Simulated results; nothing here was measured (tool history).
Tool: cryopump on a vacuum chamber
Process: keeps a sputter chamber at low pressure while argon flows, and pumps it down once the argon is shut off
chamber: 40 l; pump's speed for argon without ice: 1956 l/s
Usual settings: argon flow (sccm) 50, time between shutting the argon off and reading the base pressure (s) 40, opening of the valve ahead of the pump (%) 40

run	hour	argon flow (sccm)	time between shutting the argon off and reading the base pressure (s)	opening of the valve ahead of the pump (%)	pressure while argon flows (Pa)	pressure after the wait (uPa)
1	0	50	40	40	0.1086	1.53
2	113.1	50	40	40	0.1111	1.62
3	171.8	69	40	40	0.156	1.63
4	256.9	69	40	40	0.1598	1.65
5	358.2	69	40	40	0.1658	1.85
6	465.1	50	74	40	0.124	1.33
7	520.6	50	74	40	0.1278	1.37
# hour 584: pump warmed up, emptied and cooled again
8	616.8	50	74	16	0.2714	1.26
9	685.9	50	74	16	0.2742	1.33
10	774	50	74	16	0.2765	1.36
11	856.7	50	74	16	0.2771	1.49
12	960.8	50	74	16	0.2839	1.66
13	1070	50	74	16	0.2852	1.81
# hour 1169.7: pump warmed up, emptied and cooled again
14	1182.9	50	116	40	0.1095	1.31
15	1276.5	21	101	59	0.0321	1.48
16	1354.7	22	40	15	0.1289	2.31
17	1453.2	22	40	15	0.13	2.45
18	1556	22	149	40	0.0549	1.65
19	1628.9	22	149	40	0.055	1.82
20	1697.5	33	49	16	0.1923	2.65
# hour 1752.8: pump warmed up, emptied and cooled again
21	1785.5	56	102	22	0.2237	1.68
22	1834.2	21	113	16	0.1145	1.72
23	1906.7	48	68	19	0.2248	2.12
24	2020.4	91	40	41	0.2068	2.81
25	2107.6	91	40	41	0.2127	3
26	2169.2	25	40	50	0.0493	3.07
27	2274.3	25	40	50	0.0519	3.26
# hour 2337.2: pump warmed up, emptied and cooled again
28	2337.2	98	97	23	0.3747	2.02

Some steps in pressure while argon flows (Pa) between neighbouring runs. How much of each would the tool show without its hidden state too (settings, what came in, random variation), and how much is left for the hidden state, with any gauge scatter that isn't in both results?
The hidden state here: pump's speed, % of a pump's without ice; cold plate's temperature, K; leak into the chamber, uPa l/s; drift of the gauge itself on working_pa, %; drift of the gauge itself on base_upa, %.
Run 7 -> 8: opening of the valve ahead of the pump (%) 40 -> 16, pump warmed up, emptied and cooled again. pressure while argon flows (Pa) +0.1436: hidden state -0.0178, all else +0.1614.
Run 13 -> 14: time between shutting the argon off and reading the base pressure (s) 74 -> 116, opening of the valve ahead of the pump (%) 16 -> 40, pump warmed up, emptied and cooled again. pressure while argon flows (Pa) -0.1757: hidden state -0.0158, all else -0.1599.
Run 27 -> 28: argon flow (sccm) 25 -> 98, time between shutting the argon off and reading the base pressure (s) 40 -> 97, opening of the valve ahead of the pump (%) 50 -> 23, pump warmed up, emptied and cooled again. pressure while argon flows (Pa) +0.3228: hidden state -0.0067, all else +0.3295.

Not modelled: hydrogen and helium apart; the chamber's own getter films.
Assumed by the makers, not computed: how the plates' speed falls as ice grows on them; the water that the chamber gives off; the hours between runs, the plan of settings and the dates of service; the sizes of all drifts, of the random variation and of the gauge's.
